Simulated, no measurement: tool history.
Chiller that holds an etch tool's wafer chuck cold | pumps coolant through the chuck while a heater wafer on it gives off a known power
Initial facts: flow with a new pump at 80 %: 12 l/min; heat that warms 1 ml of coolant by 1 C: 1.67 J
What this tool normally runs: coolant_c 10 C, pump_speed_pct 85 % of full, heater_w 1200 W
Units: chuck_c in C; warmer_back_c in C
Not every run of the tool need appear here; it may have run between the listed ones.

run    hour  coolant_c  pump_speed_pct  heater_w  chuck_c  warmer_back_c
  1     0.0         10              85      1200    18.23           3.46
  2    38.6         10              85      1200    18.34           3.47
  3   130.4         10              85      1200    18.35           3.46
  4   189.9         10              85      1200    18.45           3.50
  5   262.4         10              85      1200    18.28           3.49
  6   357.0         10              85      1200    18.44           3.48
  7   429.2         10              85      1200    18.56           3.49
  8   507.1          3              85      1200    11.46           3.45
  9   571.6         14              85      1200    22.52           3.50
 10   653.3         14              85      1200    22.51           3.52
 11   708.6         14              85      1200    22.69           3.50
 12   798.8         10              85      1200    18.63           3.51
      804.6  -- chiller's thermometer calibrated
 13   872.6         10              85      1200    18.55           3.50
 14   941.2         10              85      1200    18.64           3.51
      963.2  -- coolant changed, channels flushed
 15  1032.4         10              85      1200    18.06           3.46
 16  1077.8         10              85      1200    18.10           3.53
 17  1149.5          3              83      1765    15.10           5.23
 18  1219.3          9              98      1684    19.42           4.28
 19  1262.2          9              98      1684    19.50           4.24
 20  1324.3          9              98      1684    19.46           4.26
     1338.3  -- chiller's thermometer calibrated, once more
 21  1402.8          9              98      1684    19.25           4.25
 22  1493.5          9              98      1684    19.44           4.27
 23  1540.7          1              85       666     5.55           1.94
 24  1605.1          1              85       666     5.54           1.96
 25  1650.8          1              85       666     5.61           1.98
 26  1704.3          1              68      1089     9.66           4.00
 27  1771.4         10              85      1379    19.42           4.04
 28  1863.9         10              85      1379    19.40           4.07
 29  1915.0         12              86      1200    20.10           3.49
 30  1955.9         10              78      1200    18.67           3.86
 31  2038.1         20              61      1200    30.44           4.93

Below, some changes in chuck_c between adjacent runs. For each, the amount present without the hidden state too (settings, incoming material, random variation) and the amount remaining for the hidden state with gauge scatter not shared by both compared results:
The hidden state here: heat passed by the chuck's channels, % of clean ones'; flow at a given pump speed, % of a new pump's; coolant's true temperature over the reading, C; drift of the gauge itself on chuck_c, C; drift of the gauge itself on warmer_back_c, C.
Run 8 -> 9: coolant_c 3 -> 14. chuck_c +11.06 C: hidden state +0.02, all else +11.04.
Run 14 -> 15: coolant changed, channels flushed. chuck_c -0.58 C: hidden state -0.45, all else -0.13.
Run 22 -> 23: coolant_c 9 -> 1, pump_speed_pct 98 -> 85, heater_w 1684 -> 666. chuck_c -13.89 C: hidden state -0.18, all else -13.71.
Run 25 -> 26: pump_speed_pct 85 -> 68, heater_w 666 -> 1089. chuck_c +4.05 C: hidden state +0.16, all else +3.89.
Run 30 -> 31: coolant_c 10 -> 20, pump_speed_pct 78 -> 61. chuck_c +11.77 C: hidden state +0.09, all else +11.68.

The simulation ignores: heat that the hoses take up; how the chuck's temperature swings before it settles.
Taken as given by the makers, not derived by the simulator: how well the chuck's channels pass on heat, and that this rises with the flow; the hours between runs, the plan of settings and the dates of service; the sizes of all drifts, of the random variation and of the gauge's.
